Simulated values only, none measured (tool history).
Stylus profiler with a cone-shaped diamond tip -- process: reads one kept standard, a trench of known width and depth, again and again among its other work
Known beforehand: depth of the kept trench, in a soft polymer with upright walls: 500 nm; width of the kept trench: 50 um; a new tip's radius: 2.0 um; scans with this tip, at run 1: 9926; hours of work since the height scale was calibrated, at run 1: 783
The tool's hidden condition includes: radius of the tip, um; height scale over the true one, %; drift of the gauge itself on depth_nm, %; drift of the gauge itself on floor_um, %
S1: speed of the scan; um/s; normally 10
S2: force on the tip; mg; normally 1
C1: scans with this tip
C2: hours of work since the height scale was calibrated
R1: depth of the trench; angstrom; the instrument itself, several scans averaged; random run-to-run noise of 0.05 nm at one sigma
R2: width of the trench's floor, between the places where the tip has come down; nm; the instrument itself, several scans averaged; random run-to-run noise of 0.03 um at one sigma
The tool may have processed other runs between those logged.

run   hour  S1    S2     C1    C2      R1     R2
  1      0  10     1   9926   783  5031.4  46450
  2   43.6  10  2.04  10320   814  5047.9  46410
  3   75.2   5  2.04  10605   837  5048.3  46410
  4  107.7  15     1  10899   860  5031.5  46320
  5  146.2  17     1  11247   888  5031.9  46300
  6    175  17     1  11507   908  5032.7  46250
  7  218.5  17   0.5  11900   939  5021.8  46260
  8  246.2  17   0.5  12149   959  5023.1  46190
  9    291  17   0.5  12554   991  5022.7  46160
 10  320.6  17  1.77  12822  1012  5045.5  46230
 11  364.7  17  1.77  13220  1043  5045.1  46120
 12  403.9  17  1.77  13574  1071  5045.3  46120
 13  443.3  35     1  13930  1099  5033.6  45980
 14  490.4  21  0.68  14355  1133    5028  45960
 15  513.1   3  1.28  14560  1149  5039.6  46120
 16  553.9   3  0.88  14928  1178  5032.4  46110
 17  588.8   3  0.88  15244  1203  5031.8  46050
     592.1  -- height scale calibrated on a step standard
 18    630   7  2.75  15611    27  5064.1  46020
 19  659.1  11  0.99  15874    48  5038.8  45960

Estimate the outcome of run 20 from the log above:
 20  688.7   7  1.41  16141  69   ?   ?

R1: 5045.8 angstrom
R2: 45990 nm
With no hidden state in the tool, this same run would have given R1 5033.5 angstrom, R2 47330 nm.
